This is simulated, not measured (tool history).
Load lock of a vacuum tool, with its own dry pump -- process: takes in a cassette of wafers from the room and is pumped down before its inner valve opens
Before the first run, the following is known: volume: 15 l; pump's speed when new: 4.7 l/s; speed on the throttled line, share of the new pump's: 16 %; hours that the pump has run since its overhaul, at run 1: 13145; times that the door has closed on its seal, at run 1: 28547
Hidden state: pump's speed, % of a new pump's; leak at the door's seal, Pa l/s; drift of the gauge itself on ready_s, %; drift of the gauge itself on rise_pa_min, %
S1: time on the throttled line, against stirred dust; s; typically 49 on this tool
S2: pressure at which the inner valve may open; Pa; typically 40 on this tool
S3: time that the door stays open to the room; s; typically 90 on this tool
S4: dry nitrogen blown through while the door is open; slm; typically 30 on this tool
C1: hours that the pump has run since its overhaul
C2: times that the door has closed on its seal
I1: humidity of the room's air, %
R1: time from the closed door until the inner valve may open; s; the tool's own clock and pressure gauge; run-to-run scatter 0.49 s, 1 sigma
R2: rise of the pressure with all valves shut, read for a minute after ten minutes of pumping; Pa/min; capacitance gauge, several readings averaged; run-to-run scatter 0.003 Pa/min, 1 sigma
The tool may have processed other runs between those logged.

run 1 day=0 | S1=49 S2=40 S3=90 S4=30 | C1=13145 C2=28547 | I1=43.2 | R1=69.4 R2=0.171
run 2 day=6.183 | S1=49 S2=40 S3=90 S4=30 | C1=13294 C2=29234 | I1=43.7 | R1=69.6 R2=0.167
run 3 day=12.6 | S1=59 S2=40 S3=90 S4=30 | C1=13448 C2=29947 | I1=43.2 | R1=78 R2=0.176
run 4 day=18.783 | S1=35 S2=40 S3=90 S4=30 | C1=13596 C2=30634 | I1=43.5 | R1=57.6 R2=0.185
run 5 day=24.196 | S1=35 S2=40 S3=90 S4=30 | C1=13726 C2=31236 | I1=46.2 | R1=58.5 R2=0.193
run 6 day=30.442 | S1=35 S2=40 S3=90 S4=30 | C1=13876 C2=31930 | I1=45.3 | R1=58.2 R2=0.198
run 7 day=33.688 | S1=35 S2=40 S3=90 S4=30 | C1=13954 C2=32291 | I1=43.3 | R1=57.3 R2=0.198
run 8 day=37.638 | S1=35 S2=40 S3=90 S4=30 | C1=14049 C2=32730 | I1=44.4 | R1=58 R2=0.206
run 9 day=43.242 | S1=49 S2=40 S3=90 S4=30 | C1=14183 C2=33353 | I1=44.3 | R1=68.9 R2=0.207
run 10 day=48.792 | S1=49 S2=40 S3=90 S4=30 | C1=14316 C2=33970 | I1=45.8 | R1=69.6 R2=0.216
run 11 day=53.596 | S1=49 S2=40 S3=51 S4=30 | C1=14432 C2=34504 | I1=45 | R1=69.3 R2=0.216
run 12 day=60.138 | S1=49 S2=40 S3=51 S4=30 | C1=14589 C2=35231 | I1=43 | R1=69.9 R2=0.215
run 13 day=64.617 | S1=49 S2=40 S3=51 S4=30 | C1=14696 C2=35729 | I1=38.8 | R1=69.2 R2=0.225
run 14 day=70.608 | S1=49 S2=40 S3=51 S4=30 | C1=14840 C2=36394 | I1=46.1 | R1=70.2 R2=0.231
run 15 day=74.983 | S1=49 S2=40 S3=179 S4=30 | C1=14945 C2=36881 | I1=47.1 | R1=70.6 R2=0.251
run 16 day=80.254 | S1=49 S2=40 S3=179 S4=30 | C1=15071 C2=37467 | I1=44.4 | R1=69.5 R2=0.254
run 17 day=83.579 | S1=49 S2=40 S3=179 S4=30 | C1=15151 C2=37836 | I1=42.5 | R1=69.3 R2=0.254
run 18 day=90.158 | S1=59 S2=40 S3=90 S4=30 | C1=15309 C2=38567 | I1=46.6 | R1=78 R2=0.257
run 19 day=95.025 | S1=37 S2=40 S3=90 S4=30 | C1=15426 C2=39108 | I1=44 | R1=59.7 R2=0.255
run 20 day=97.771 | S1=37 S2=40 S3=90 S4=30 | C1=15492 C2=39413 | I1=44.5 | R1=59.9 R2=0.257
run 21 day=101.354 | S1=37 S2=31 S3=178 S4=30 | C1=15578 C2=39812 | I1=47.3 | R1=60.6 R2=0.27
run 22 day=107.138 | S1=37 S2=31 S3=178 S4=30 | C1=15717 C2=40454 | I1=46.3 | R1=61.5 R2=0.278
run 23 day=111.688 | S1=59 S2=34 S3=190 S4=4 | C1=15826 C2=40960 | I1=46 | R1=78.2 R2=0.31
run 24 day=116.812 | S1=59 S2=34 S3=206 S4=6 | C1=15949 C2=41530 | I1=43.2 | R1=77.6 R2=0.308
run 25 day=122.388 | S1=59 S2=34 S3=206 S4=6 | C1=16083 C2=42150 | I1=47.1 | R1=79.4 R2=0.328

What does the tool deliver on the next run?
run 26 day=125.217 | S1=85 S2=40 S3=88 S4=30 | C1=16150 C2=42464 | I1=44 | R1=? R2=?

Run 26 came out at R1 99.3 s, R2 0.283 Pa/min.
If the tool had no hidden condition, the same run with the same run-to-run variation would have returned R1 97.1 s, R2 0.032 Pa/min.
